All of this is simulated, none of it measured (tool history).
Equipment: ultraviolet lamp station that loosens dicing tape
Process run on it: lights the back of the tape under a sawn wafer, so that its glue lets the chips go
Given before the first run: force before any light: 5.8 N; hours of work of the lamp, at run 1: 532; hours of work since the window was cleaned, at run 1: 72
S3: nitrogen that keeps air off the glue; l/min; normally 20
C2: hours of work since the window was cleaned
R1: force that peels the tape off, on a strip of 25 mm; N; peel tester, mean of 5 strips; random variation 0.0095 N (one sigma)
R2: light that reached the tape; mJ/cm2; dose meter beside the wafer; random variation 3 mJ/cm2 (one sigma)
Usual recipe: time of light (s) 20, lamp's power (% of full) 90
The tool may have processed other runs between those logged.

run 1 hour=0.0 | time_of_light_(s)=20 lamp's_power_(%_of_full)=90 S3=20 | hours_of_work_of_the_lamp=532 C2=72 | R1=0.552 R2=383
run 2 hour=17.9 | time_of_light_(s)=20 lamp's_power_(%_of_full)=90 S3=20 | hours_of_work_of_the_lamp=545 C2=85 | R1=0.528 R2=377
run 3 hour=28.7 | time_of_light_(s)=15 lamp's_power_(%_of_full)=90 S3=20 | hours_of_work_of_the_lamp=553 C2=93 | R1=0.924 R2=286
run 4 hour=40.6 | time_of_light_(s)=15 lamp's_power_(%_of_full)=90 S3=20 | hours_of_work_of_the_lamp=562 C2=102 | R1=0.924 R2=286
run 5 hour=51.5 | time_of_light_(s)=15 lamp's_power_(%_of_full)=90 S3=20 | hours_of_work_of_the_lamp=570 C2=110 | R1=0.918 R2=283
run 6 hour=59.9 | time_of_light_(s)=15 lamp's_power_(%_of_full)=90 S3=20 | hours_of_work_of_the_lamp=576 C2=117 | R1=0.957 R2=284
run 7 hour=73.4 | time_of_light_(s)=15 lamp's_power_(%_of_full)=90 S3=20 | hours_of_work_of_the_lamp=586 C2=127 | R1=0.946 R2=277
run 8 hour=84.2 | time_of_light_(s)=15 lamp's_power_(%_of_full)=90 S3=20 | hours_of_work_of_the_lamp=594 C2=135 | R1=0.961 R2=277
run 9 hour=99.1 | time_of_light_(s)=20 lamp's_power_(%_of_full)=90 S3=10 | hours_of_work_of_the_lamp=606 C2=146 | R1=0.917 R2=369
run 10 hour=106.5 | time_of_light_(s)=20 lamp's_power_(%_of_full)=90 S3=10 | hours_of_work_of_the_lamp=611 C2=152 | R1=0.903 R2=370
run 11 hour=114.8 | time_of_light_(s)=20 lamp's_power_(%_of_full)=73 S3=20 | hours_of_work_of_the_lamp=617 C2=158 | R1=0.841 R2=297
run 12 hour=132.7 | time_of_light_(s)=24 lamp's_power_(%_of_full)=90 S3=20 | hours_of_work_of_the_lamp=631 C2=171 | R1=0.430 R2=439
run 13 hour=143.2 | time_of_light_(s)=24 lamp's_power_(%_of_full)=90 S3=20 | hours_of_work_of_the_lamp=639 C2=179 | R1=0.431 R2=435
run 14 hour=156.0 | time_of_light_(s)=20 lamp's_power_(%_of_full)=90 S3=20 | hours_of_work_of_the_lamp=648 C2=189 | R1=0.600 R2=360
run 15 hour=173.8 | time_of_light_(s)=20 lamp's_power_(%_of_full)=90 S3=20 | hours_of_work_of_the_lamp=661 C2=202 | R1=0.642 R2=355
run 16 hour=184.6 | time_of_light_(s)=20 lamp's_power_(%_of_full)=90 S3=20 | hours_of_work_of_the_lamp=669 C2=210 | R1=0.622 R2=354
run 17 hour=192.9 | time_of_light_(s)=20 lamp's_power_(%_of_full)=90 S3=20 | hours_of_work_of_the_lamp=676 C2=216 | R1=0.614 R2=351
run 18 hour=203.5 | time_of_light_(s)=20 lamp's_power_(%_of_full)=90 S3=20 | hours_of_work_of_the_lamp=683 C2=224 | R1=0.636 R2=348
run 19 hour=219.9 | time_of_light_(s)=20 lamp's_power_(%_of_full)=90 S3=20 | hours_of_work_of_the_lamp=696 C2=236 | R1=0.650 R2=347
run 20 hour=230.0 | time_of_light_(s)=20 lamp's_power_(%_of_full)=90 S3=20 | hours_of_work_of_the_lamp=703 C2=244 | R1=0.621 R2=350
-- hour=232.0 window cleaned of glue's vapour
run 21 hour=241.1 | time_of_light_(s)=20 lamp's_power_(%_of_full)=90 S3=20 | hours_of_work_of_the_lamp=711 C2=7 | R1=0.645 R2=341
run 22 hour=251.4 | time_of_light_(s)=20 lamp's_power_(%_of_full)=90 S3=20 | hours_of_work_of_the_lamp=719 C2=15 | R1=0.656 R2=341
run 23 hour=263.9 | time_of_light_(s)=20 lamp's_power_(%_of_full)=90 S3=24 | hours_of_work_of_the_lamp=728 C2=24 | R1=0.626 R2=335
run 24 hour=275.5 | time_of_light_(s)=20 lamp's_power_(%_of_full)=90 S3=24 | hours_of_work_of_the_lamp=737 C2=32 | R1=0.598 R2=335
run 25 hour=290.6 | time_of_light_(s)=20 lamp's_power_(%_of_full)=90 S3=24 | hours_of_work_of_the_lamp=748 C2=44 | R1=0.616 R2=333
-- hour=292.0 window cleaned of glue's vapour, once more
run 26 hour=300.0 | time_of_light_(s)=20 lamp's_power_(%_of_full)=90 S3=24 | hours_of_work_of_the_lamp=755 C2=6 | R1=0.519 R2=372
run 27 hour=312.4 | time_of_light_(s)=20 lamp's_power_(%_of_full)=71 S3=9 | hours_of_work_of_the_lamp=764 C2=15 | R1=1.435 R2=290
run 28 hour=324.3 | time_of_light_(s)=20 lamp's_power_(%_of_full)=90 S3=9 | hours_of_work_of_the_lamp=773 C2=24 | R1=0.953 R2=369
run 29 hour=339.7 | time_of_light_(s)=20 lamp's_power_(%_of_full)=75 S3=27 | hours_of_work_of_the_lamp=784 C2=36 | R1=0.700 R2=305
run 30 hour=357.2 | time_of_light_(s)=11 lamp's_power_(%_of_full)=78 S3=20 | hours_of_work_of_the_lamp=798 C2=49 | R1=1.785 R2=176
run 31 hour=374.6 | time_of_light_(s)=17 lamp's_power_(%_of_full)=78 S3=28 | hours_of_work_of_the_lamp=811 C2=62 | R1=0.843 R2=266
run 32 hour=385.9 | time_of_light_(s)=10 lamp's_power_(%_of_full)=83 S3=22 | hours_of_work_of_the_lamp=819 C2=70 | R1=1.814 R2=166
run 33 hour=395.7 | time_of_light_(s)=10 lamp's_power_(%_of_full)=83 S3=22 | hours_of_work_of_the_lamp=826 C2=77 | R1=1.862 R2=165
run 34 hour=407.0 | time_of_light_(s)=22 lamp's_power_(%_of_full)=86 S3=18 | hours_of_work_of_the_lamp=835 C2=86 | R1=0.602 R2=372
run 35 hour=418.6 | time_of_light_(s)=25 lamp's_power_(%_of_full)=66 S3=20 | hours_of_work_of_the_lamp=843 C2=95 | R1=0.727 R2=326
run 36 hour=430.7 | time_of_light_(s)=25 lamp's_power_(%_of_full)=66 S3=20 | hours_of_work_of_the_lamp=852 C2=104 | R1=0.722 R2=323
run 37 hour=447.6 | time_of_light_(s)=28 lamp's_power_(%_of_full)=78 S3=13 | hours_of_work_of_the_lamp=865 C2=116 | R1=0.589 R2=425
run 38 hour=456.8 | time_of_light_(s)=22 lamp's_power_(%_of_full)=61 S3=13 | hours_of_work_of_the_lamp=872 C2=123 | R1=1.329 R2=260
run 39 hour=474.6 | time_of_light_(s)=22 lamp's_power_(%_of_full)=61 S3=13 | hours_of_work_of_the_lamp=885 C2=136 | R1=1.359 R2=256
run 40 hour=487.6 | time_of_light_(s)=29 lamp's_power_(%_of_full)=90 S3=20 | hours_of_work_of_the_lamp=895 C2=146 | R1=0.329 R2=497
run 41 hour=495.9 | time_of_light_(s)=20 lamp's_power_(%_of_full)=71 S3=17 | hours_of_work_of_the_lamp=901 C2=152 | R1=1.122 R2=267
run 42 hour=505.2 | time_of_light_(s)=20 lamp's_power_(%_of_full)=71 S3=17 | hours_of_work_of_the_lamp=908 C2=159 | R1=1.121 R2=272
run 43 hour=518.1 | time_of_light_(s)=20 lamp's_power_(%_of_full)=71 S3=17 | hours_of_work_of_the_lamp=918 C2=169 | R1=1.106 R2=266

Branching from run 43: 4 alternative next runs. What would each branch give?
run A hour=525.5 | time_of_light_(s)=26 lamp's_power_(%_of_full)=71 S3=28 | hours_of_work_of_the_lamp=923 C2=174 | R1=? R2=?
run B hour=525.5 | time_of_light_(s)=31 lamp's_power_(%_of_full)=61 S3=11 | hours_of_work_of_the_lamp=923 C2=174 | R1=? R2=?
run C hour=525.5 | time_of_light_(s)=30 lamp's_power_(%_of_full)=71 S3=34 | hours_of_work_of_the_lamp=923 C2=174 | R1=? R2=?
run D hour=525.5 | time_of_light_(s)=20 lamp's_power_(%_of_full)=94 S3=8 | hours_of_work_of_the_lamp=923 C2=174 | R1=? R2=?

run=A R1=0.535 R2=352
run=B R1=0.920 R2=353
run=C R1=0.389 R2=402
run=D R1=1.096 R2=350
The same runs, with their run-to-run variation unchanged, on a tool lacking any hidden condition would have given:
run=A R1=0.320 R2=464
run=B R1=0.559 R2=469
run=C R1=0.255 R2=532
run=D R1=0.687 R2=464

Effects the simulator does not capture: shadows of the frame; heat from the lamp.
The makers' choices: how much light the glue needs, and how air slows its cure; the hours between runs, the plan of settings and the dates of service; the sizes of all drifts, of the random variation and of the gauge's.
